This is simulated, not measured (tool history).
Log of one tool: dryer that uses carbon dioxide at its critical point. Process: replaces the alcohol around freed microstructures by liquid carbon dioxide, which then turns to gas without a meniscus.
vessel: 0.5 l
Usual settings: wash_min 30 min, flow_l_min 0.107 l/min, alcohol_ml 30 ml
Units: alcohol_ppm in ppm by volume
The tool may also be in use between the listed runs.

{"run": 1, "hour": 0.0, "wash_min": 30, "flow_l_min": 0.107, "alcohol_ml": 30, "alcohol_ppm": 512}
{"run": 2, "hour": 21.3, "wash_min": 30, "flow_l_min": 0.107, "alcohol_ml": 30, "alcohol_ppm": 502}
{"run": 3, "hour": 63.6, "wash_min": 30, "flow_l_min": 0.148, "alcohol_ml": 30, "alcohol_ppm": 227}
{"run": 4, "hour": 94.8, "wash_min": 30, "flow_l_min": 0.148, "alcohol_ml": 30, "alcohol_ppm": 28}
{"run": 5, "hour": 139.4, "wash_min": 30, "flow_l_min": 0.148, "alcohol_ml": 30, "alcohol_ppm": 29}
{"run": 6, "hour": 163.2, "wash_min": 20, "flow_l_min": 0.107, "alcohol_ml": 30, "alcohol_ppm": 1313}
{"run": 7, "hour": 211.7, "wash_min": 20, "flow_l_min": 0.107, "alcohol_ml": 30, "alcohol_ppm": 1343}
{"run": 8, "hour": 247.4, "wash_min": 18, "flow_l_min": 0.107, "alcohol_ml": 30, "alcohol_ppm": 1951}
{"run": 9, "hour": 287.0, "wash_min": 18, "flow_l_min": 0.107, "alcohol_ml": 30, "alcohol_ppm": 1912}
{"run": 10, "hour": 325.3, "wash_min": 18, "flow_l_min": 0.107, "alcohol_ml": 30, "alcohol_ppm": 2027}
{"run": 11, "hour": 366.9, "wash_min": 18, "flow_l_min": 0.107, "alcohol_ml": 30, "alcohol_ppm": 2068}
{"run": 12, "hour": 407.5, "wash_min": 30, "flow_l_min": 0.107, "alcohol_ml": 53, "alcohol_ppm": 409}
{"run": 13, "hour": 450.4, "wash_min": 30, "flow_l_min": 0.107, "alcohol_ml": 53, "alcohol_ppm": 443}
{"run": 14, "hour": 490.1, "wash_min": 30, "flow_l_min": 0.107, "alcohol_ml": 53, "alcohol_ppm": 434}
{"run": 15, "hour": 533.5, "wash_min": 30, "flow_l_min": 0.107, "alcohol_ml": 30, "alcohol_ppm": 270}
{"run": 16, "hour": 583.8, "wash_min": 30, "flow_l_min": 0.107, "alcohol_ml": 30, "alcohol_ppm": 284}
{"run": 17, "hour": 631.7, "wash_min": 30, "flow_l_min": 0.107, "alcohol_ml": 30, "alcohol_ppm": 288}
{"run": 18, "hour": 668.4, "wash_min": 30, "flow_l_min": 0.107, "alcohol_ml": 20, "alcohol_ppm": 236}
{"run": 19, "hour": 692.6, "wash_min": 30, "flow_l_min": 0.107, "alcohol_ml": 30, "alcohol_ppm": 306}
{"run": 20, "hour": 725.3, "wash_min": 30, "flow_l_min": 0.077, "alcohol_ml": 39, "alcohol_ppm": 1643}
{"run": 21, "hour": 773.4, "wash_min": 30, "flow_l_min": 0.162, "alcohol_ml": 39, "alcohol_ppm": 97}
{"run": 22, "hour": 804.6, "wash_min": 30, "flow_l_min": 0.107, "alcohol_ml": 90, "alcohol_ppm": 790}
{"run": 23, "hour": 841.9, "wash_min": 30, "flow_l_min": 0.107, "alcohol_ml": 90, "alcohol_ppm": 816}
{"run": 24, "hour": 883.8, "wash_min": 21, "flow_l_min": 0.125, "alcohol_ml": 90, "alcohol_ppm": 1935}
{"run": 25, "hour": 927.2, "wash_min": 40, "flow_l_min": 0.18, "alcohol_ml": 25, "alcohol_ppm": 108}
{"run": 26, "hour": 968.8, "wash_min": 40, "flow_l_min": 0.18, "alcohol_ml": 25, "alcohol_ppm": 124}
{"run": 27, "hour": 994.5, "wash_min": 40, "flow_l_min": 0.18, "alcohol_ml": 25, "alcohol_ppm": 115}
{"run": 28, "hour": 1016.1, "wash_min": 40, "flow_l_min": 0.18, "alcohol_ml": 25, "alcohol_ppm": 126}
{"run": 29, "hour": 1040.6, "wash_min": 30, "flow_l_min": 0.169, "alcohol_ml": 44, "alcohol_ppm": 132}
{"run": 30, "hour": 1087.3, "wash_min": 31, "flow_l_min": 0.177, "alcohol_ml": 36, "alcohol_ppm": 128}
{"run": 31, "hour": 1117.6, "wash_min": 39, "flow_l_min": 0.107, "alcohol_ml": 34, "alcohol_ppm": 180}
{"run": 32, "hour": 1143.4, "wash_min": 30, "flow_l_min": 0.107, "alcohol_ml": 31, "alcohol_ppm": 406}
{"run": 33, "hour": 1188.1, "wash_min": 27, "flow_l_min": 0.088, "alcohol_ml": 20, "alcohol_ppm": 929}
{"run": 34, "hour": 1211.1, "wash_min": 36, "flow_l_min": 0.147, "alcohol_ml": 29, "alcohol_ppm": 143}
{"run": 35, "hour": 1246.0, "wash_min": 36, "flow_l_min": 0.147, "alcohol_ml": 29, "alcohol_ppm": 156}
{"run": 36, "hour": 1281.8, "wash_min": 36, "flow_l_min": 0.147, "alcohol_ml": 29, "alcohol_ppm": 157}
{"run": 37, "hour": 1312.9, "wash_min": 30, "flow_l_min": 0.154, "alcohol_ml": 30, "alcohol_ppm": 176}

Taken out of this log: 2 entries between the listed runs. Where each belongs, and how the hidden state differs across it:
Between runs 2 and 3: inlet filter changed (hour 57.3)
  flow that reaches the vessel past the clogged filter, %: 90.4 -> 99.3; alcohol in the recycled carbon dioxide, ppm: 206.3 -> 210.8
  measured less the result without the state, alcohol_ppm: +325 -> +209 ppm by volume
Between runs 3 and 4: purifier's bed changed (hour 82.5)
  flow that reaches the vessel past the clogged filter, %: 99.3 -> 99.2; alcohol in the recycled carbon dioxide, ppm: 210.8 -> 7.1
  measured less the result without the state, alcohol_ppm: +209 -> +3 ppm by volume
